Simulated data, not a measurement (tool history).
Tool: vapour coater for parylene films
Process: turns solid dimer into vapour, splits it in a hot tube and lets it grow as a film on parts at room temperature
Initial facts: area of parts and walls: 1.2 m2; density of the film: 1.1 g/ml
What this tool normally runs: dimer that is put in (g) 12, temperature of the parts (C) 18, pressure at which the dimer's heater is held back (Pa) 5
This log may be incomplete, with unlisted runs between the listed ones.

| run | hour | dimer that is put in (g) | temperature of the parts (C) | pressure at which the dimer's heater is held back (Pa) | thickness of the film (nm) |
|---|---|---|---|---|---|
| 1 | 0 | 12 | 18 | 5 | 3960 |
| 2 | 44.4 | 12 | 18 | 5 | 3930 |
|  | 54.8 | trap's valve overhauled |
| 3 | 119.1 | 12 | 18 | 5 | 4350 |
| 4 | 178.1 | 12 | 18 | 11.38 | 3840 |
| 5 | 249.9 | 12 | 18 | 11.38 | 3860 |
| 6 | 296 | 12 | 18 | 11.38 | 3830 |
| 7 | 364.6 | 12 | 18 | 11.38 | 3850 |
| 8 | 415.2 | 14 | 18 | 5 | 4940 |
| 9 | 493.7 | 15 | 18 | 2.71 | 5690 |
| 10 | 537.4 | 11 | 13 | 2.71 | 5090 |
| 11 | 578.7 | 5 | 19 | 4.84 | 1670 |

Run 12, settings as shown, results not yet in. Your forecast:
| 12 | 644.1 | 18 | 18 | 7.54 | ? |

For run 12 the tool returned thickness of the film (nm) 5930.
Were there no unlogged condition in the tool, this run, its random variation unchanged, would have produced thickness of the film (nm) 6220.
